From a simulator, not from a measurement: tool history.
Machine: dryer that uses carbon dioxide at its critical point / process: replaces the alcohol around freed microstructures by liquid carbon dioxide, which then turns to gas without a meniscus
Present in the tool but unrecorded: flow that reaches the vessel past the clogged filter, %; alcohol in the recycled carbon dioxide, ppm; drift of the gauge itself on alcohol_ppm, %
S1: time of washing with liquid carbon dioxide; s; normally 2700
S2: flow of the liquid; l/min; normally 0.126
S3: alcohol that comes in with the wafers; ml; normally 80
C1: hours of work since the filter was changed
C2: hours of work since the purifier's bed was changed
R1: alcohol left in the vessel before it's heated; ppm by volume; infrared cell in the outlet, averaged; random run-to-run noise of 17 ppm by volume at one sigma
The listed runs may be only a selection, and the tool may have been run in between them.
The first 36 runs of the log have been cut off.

{"run": 37, "hour": 308.3, "S1": 2580, "S2": 0.143, "S3": 27, "C1": 160, "C2": 607, "R1": 459}
{"run": 38, "hour": 314.1, "S1": 1980, "S2": 0.093, "S3": 80, "C1": 164, "C2": 612, "R1": 8652}
{"run": 39, "hour": 322.7, "S1": 1980, "S2": 0.093, "S3": 80, "C1": 171, "C2": 618, "R1": 8495}
{"run": 40, "hour": 333.4, "S1": 1980, "S2": 0.093, "S3": 80, "C1": 179, "C2": 627, "R1": 8831}
{"run": 41, "hour": 340.7, "S1": 2400, "S2": 0.111, "S3": 24, "C1": 185, "C2": 633, "R1": 1115}
{"run": 42, "hour": 350.4, "S1": 1740, "S2": 0.102, "S3": 58, "C1": 193, "C2": 640, "R1": 6945}
{"run": 43, "hour": 358.8, "S1": 1740, "S2": 0.102, "S3": 58, "C1": 200, "C2": 647, "R1": 6863}
{"run": 44, "hour": 371.2, "S1": 2520, "S2": 0.117, "S3": 66, "C1": 210, "C2": 657, "R1": 2092}
{"run": 45, "hour": 376.8, "S1": 3180, "S2": 0.126, "S3": 47, "C1": 214, "C2": 661, "R1": 554}
{"run": 46, "hour": 384.6, "S1": 2700, "S2": 0.084, "S3": 41, "C1": 220, "C2": 668, "R1": 2903}

3 ways to go on from here, each from the tool as it stands after run 46. What would each give?
{"run": "A", "hour": 397.1, "S1": 1740, "S2": 0.126, "S3": 80, "C1": 230, "C2": 678, "R1": "?"}
{"run": "B", "hour": 397.1, "S1": 2760, "S2": 0.126, "S3": 80, "C1": 230, "C2": 678, "R1": "?"}
{"run": "C", "hour": 397.1, "S1": 2580, "S2": 0.084, "S3": 41, "C1": 230, "C2": 678, "R1": "?"}

run=A R1=6030
run=B R1=1449
run=C R1=3256
The same runs, with their run-to-run variation unchanged, on a tool lacking any hidden condition would have given:
run=A R1=4936
run=B R1=983
run=C R1=2613
